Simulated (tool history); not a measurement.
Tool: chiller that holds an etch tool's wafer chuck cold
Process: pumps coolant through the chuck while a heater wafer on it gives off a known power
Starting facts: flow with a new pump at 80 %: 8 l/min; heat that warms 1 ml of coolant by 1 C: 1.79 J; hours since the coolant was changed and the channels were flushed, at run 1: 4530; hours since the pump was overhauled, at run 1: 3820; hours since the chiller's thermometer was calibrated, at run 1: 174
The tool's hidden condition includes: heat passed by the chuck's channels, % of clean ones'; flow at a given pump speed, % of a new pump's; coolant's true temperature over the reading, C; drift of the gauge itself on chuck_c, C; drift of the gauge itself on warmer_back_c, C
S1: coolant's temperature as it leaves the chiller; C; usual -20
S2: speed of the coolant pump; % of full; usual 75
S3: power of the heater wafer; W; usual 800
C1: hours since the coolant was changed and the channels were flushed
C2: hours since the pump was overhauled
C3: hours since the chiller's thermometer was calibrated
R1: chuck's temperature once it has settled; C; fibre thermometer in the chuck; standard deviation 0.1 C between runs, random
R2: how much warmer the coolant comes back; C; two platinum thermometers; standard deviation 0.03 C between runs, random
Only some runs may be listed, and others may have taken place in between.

Run 1, hour 0: usual settings; C1 4530; C2 3820; C3 174. Result: R1 -10.5 C, R2 3.59 C.
Run 2, hour 72.4: usual settings; C1 4602; C2 3892; C3 246. Result: R1 -10.6 C, R2 3.62 C.
Run 3, hour 161.7: usual settings; C1 4692; C2 3982; C3 335. Result: R1 -10.5 C, R2 3.63 C.
Run 4, hour 235.9: usual settings; C1 4766; C2 4056; C3 409. Result: R1 -10.6 C, R2 3.63 C.
Run 5, hour 285: usual settings; C1 4815; C2 4105; C3 459. Result: R1 -10.5 C, R2 3.63 C.
Run 6, hour 357.1: usual settings; C1 4887; C2 4177; C3 531. Result: R1 -10.7 C, R2 3.59 C.
Run 7, hour 399: usual settings but S2 87 % of full; C1 4929; C2 4219; C3 573. Result: R1 -11.4 C, R2 3.12 C.
Run 8, hour 465.7: usual settings but S2 87 % of full; C1 4996; C2 4286; C3 639. Result: R1 -11.5 C, R2 3.18 C.
Run 9, hour 562.7: usual settings but S2 87 % of full; C1 5093; C2 4383; C3 736. Result: R1 -11.7 C, R2 3.14 C.
Run 10, hour 644.7: usual settings but S2 87 % of full; C1 5175; C2 4465; C3 818. Result: R1 -11.6 C, R2 3.09 C.
Run 11, hour 728.3: usual settings but S2 87 % of full; C1 5258; C2 4548; C3 902. Result: R1 -11.6 C, R2 3.15 C.
Run 12, hour 790.9: usual settings but S2 87 % of full; C1 5321; C2 4611; C3 964. Result: R1 -11.3 C, R2 3.15 C.
Run 13, hour 887.6: usual settings but S1 -18 C, S2 87 % of full; C1 5418; C2 4707; C3 1061. Result: R1 -9.5 C, R2 3.11 C.
Run 14, hour 978.7: usual settings but S1 -18 C, S2 87 % of full; C1 5509; C2 4799; C3 1152. Result: R1 -9.5 C, R2 3.12 C.
Run 15, hour 1063.4: usual settings but S2 66 % of full; C1 5594; C2 4883; C3 1237. Result: R1 -9.6 C, R2 4.25 C.
Run 16, hour 1155.2: usual settings but S2 66 % of full; C1 5685; C2 4975; C3 1329. Result: R1 -9.5 C, R2 4.29 C.
Run 17, hour 1243.7: usual settings but S1 -18 C, S2 98 % of full, S3 570 W; C1 5774; C2 5064; C3 1417. Result: R1 -12.5 C, R2 2.04 C.
Run 18, hour 1300.9: usual settings but S1 -15 C, S2 62 % of full, S3 700 W; C1 5831; C2 5121; C3 1475. Result: R1 -5.5 C, R2 4.01 C.
Run 19, hour 1385.3: usual settings but S1 -23 C, S2 62 % of full, S3 760 W; C1 5915; C2 5205; C3 1559. Result: R1 -12.5 C, R2 4.31 C.
Run 20, hour 1465.6: usual settings but S1 -27 C, S2 66 % of full, S3 632 W; C1 5996; C2 5286; C3 1639. Result: R1 -18.9 C, R2 3.4 C.
At hour 1507.3: coolant changed, channels flushed.
Run 21, hour 1568.4: usual settings but S2 67 % of full, S3 720 W; C1 61; C2 5382; C3 1736. Result: R1 -10.9 C, R2 3.82 C.
Run 22, hour 1625.2: usual settings but S1 -26 C, S2 66 % of full; C1 118; C2 5439; C3 1793. Result: R1 -15.6 C, R2 4.26 C.
Run 23, hour 1667: usual settings but S1 -26 C, S2 66 % of full; C1 160; C2 5481; C3 1835. Result: R1 -15.5 C, R2 4.28 C.
Run 24, hour 1746.1: usual settings but S1 -26 C, S2 66 % of full; C1 239; C2 5560; C3 1914. Result: R1 -15.7 C, R2 4.31 C.
At hour 1825.2: gauge calibrated.
Run 25, hour 1840.3: usual settings but S1 -15 C, S2 61 % of full, S3 465 W; C1 333; C2 5654; C3 2008. Result: R1 -8.6 C, R2 2.65 C.
Run 26, hour 1934.3: usual settings but S1 -15 C, S2 100 % of full, S3 465 W; C1 427; C2 5748; C3 2102. Result: R1 -10.6 C, R2 1.53 C.
Run 27, hour 2009: usual settings but S1 -15 C, S3 549 W; C1 502; C2 5823; C3 2177. Result: R1 -8.6 C, R2 2.47 C.
Run 28, hour 2101.1: usual settings but S1 -25 C, S3 549 W; C1 594; C2 5915; C3 2269. Result: R1 -18.6 C, R2 2.47 C.
Run 29, hour 2178.3: usual settings but S1 -27 C, S2 87 % of full, S3 639 W; C1 671; C2 5992; C3 2346. Result: R1 -20.3 C, R2 2.49 C.
Run 30, hour 2245.4: usual settings but S1 -15 C, S2 87 % of full, S3 639 W; C1 738; C2 6059; C3 2413. Result: R1 -8.2 C, R2 2.49 C.
Run 31, hour 2322.2: usual settings but S1 -16 C, S2 61 % of full, S3 717 W; C1 815; C2 6136; C3 2490. Result: R1 -6 C, R2 4.11 C.

Consider 4 possible next runs. They are alternatives, not a sequence: every one starts from the tool as it was left by run 31. What does each give?
Run A, hour 2401.9: usual settings but S1 -15 C, S2 78 % of full; C1 895; C2 6216; C3 2570. Result: R1 ?, R2 ?.
Run B, hour 2401.9: usual settings but S2 78 % of full, S3 482 W; C1 895; C2 6216; C3 2570. Result: R1 ?, R2 ?.
Run C, hour 2401.9: usual settings but S1 -23 C, S2 61 % of full, S3 1093 W; C1 895; C2 6216; C3 2570. Result: R1 ?, R2 ?.
Run D, hour 2401.9: usual settings but S1 -29 C, S2 61 % of full, S3 861 W; C1 895; C2 6216; C3 2570. Result: R1 ?, R2 ?.

run     R1    R2
  A   -5.7  3.56
  B  -14.4  2.11
  C     -8  6.24
  D  -17.2  4.89
The same runs, with their run-to-run variation unchanged, on a tool lacking any hidden condition would have given:
run     R1    R2
  A   -5.7   3.5
  B  -14.4  2.06
  C     -8  6.18
  D  -17.2  4.84
